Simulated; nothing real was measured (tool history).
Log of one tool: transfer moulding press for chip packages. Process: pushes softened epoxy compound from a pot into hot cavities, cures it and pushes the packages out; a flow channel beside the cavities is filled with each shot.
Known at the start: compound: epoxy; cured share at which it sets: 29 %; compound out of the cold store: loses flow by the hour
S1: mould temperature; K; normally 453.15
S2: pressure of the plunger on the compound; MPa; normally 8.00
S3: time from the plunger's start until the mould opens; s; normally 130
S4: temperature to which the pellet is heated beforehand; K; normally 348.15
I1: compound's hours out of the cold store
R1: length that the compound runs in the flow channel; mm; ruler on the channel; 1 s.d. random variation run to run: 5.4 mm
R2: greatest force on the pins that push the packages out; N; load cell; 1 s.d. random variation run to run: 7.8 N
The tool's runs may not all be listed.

run	day	S1	S2	S3	S4	I1	R1	R2
1	0.000	453.15	8.00	130	348.15	25.8	547	373
2	1.388	453.15	8.00	130	348.15	19.6	564	576
# day 2.150: cavities cleaned with cleaning compound and waxed
3	2.371	453.15	8.00	130	348.15	44.5	481	376
4	2.975	453.15	8.00	130	348.15	13.2	602	521
5	4.175	447.15	8.00	130	348.15	17.4	589	922
# day 4.450: cavities cleaned with cleaning compound and waxed
6	4.933	447.15	8.00	130	348.15	10.7	612	654
7	5.883	447.15	8.00	130	348.15	10.9	609	821
# day 6.725: cavities cleaned with cleaning compound and waxed
8	7.121	453.15	9.31	130	348.15	32.4	540	424
# day 7.408: plunger's sealing rings changed
9	7.925	453.15	8.00	143	348.15	23.6	614	492
# day 9.125: cavities cleaned with cleaning compound and waxed
10	9.196	453.15	8.00	130	348.15	15.2	643	340
11	10.212	453.15	8.00	130	339.15	46.1	528	531
12	11.079	453.15	8.00	130	348.15	47.9	513	613
# day 11.442: cavities cleaned with cleaning compound and waxed
13	11.912	453.15	8.00	130	348.15	30.0	564	435
14	13.050	453.15	8.00	130	348.15	18.6	612	610
# day 13.679: cavities cleaned with cleaning compound and waxed
15	13.679	453.15	8.00	130	348.15	28.0	574	337
16	15.033	453.15	9.18	147	339.15	35.7	580	502
17	15.842	453.15	9.18	147	339.15	20.5	646	600
# day 16.004: cavities cleaned with cleaning compound and waxed
# day 16.862: mould's thermocouples calibrated
18	17.008	453.15	9.18	147	339.15	28.2	604	456
19	17.879	451.15	9.37	130	356.15	11.2	688	660
# day 18.383: cavities cleaned with cleaning compound and waxed
20	18.962	451.15	7.24	148	356.15	37.2	516	426
21	19.800	458.15	8.96	130	348.15	18.2	609	516
# day 20.629: cavities cleaned with cleaning compound and waxed
22	21.212	458.15	8.96	130	348.15	42.8	532	402
23	22.375	458.15	8.96	130	348.15	37.8	544	536
# day 22.888: cavities cleaned with cleaning compound and waxed
24	23.383	458.15	8.96	130	348.15	23.9	595	381
25	24.033	452.15	9.46	130	357.15	9.1	680	581
26	24.671	452.15	9.46	130	357.15	25.0	613	607
# day 25.200: cavities cleaned with cleaning compound and waxed
27	25.779	453.15	9.40	148	351.15	34.9	567	409

3 ways to go on from here, each from the tool as it stands after run 27. What would each give?
A	26.629	459.15	9.64	148	351.15	16.5	?	?
B	26.629	453.15	9.36	130	348.15	28.7	?	?
C	26.629	453.15	7.50	152	355.15	37.7	?	?

run	R1	R2
A	626	497
B	595	584
C	494	497
What these runs would have given with no unlogged condition in the tool:
run	R1	R2
A	678	286
B	644	335
C	535	284
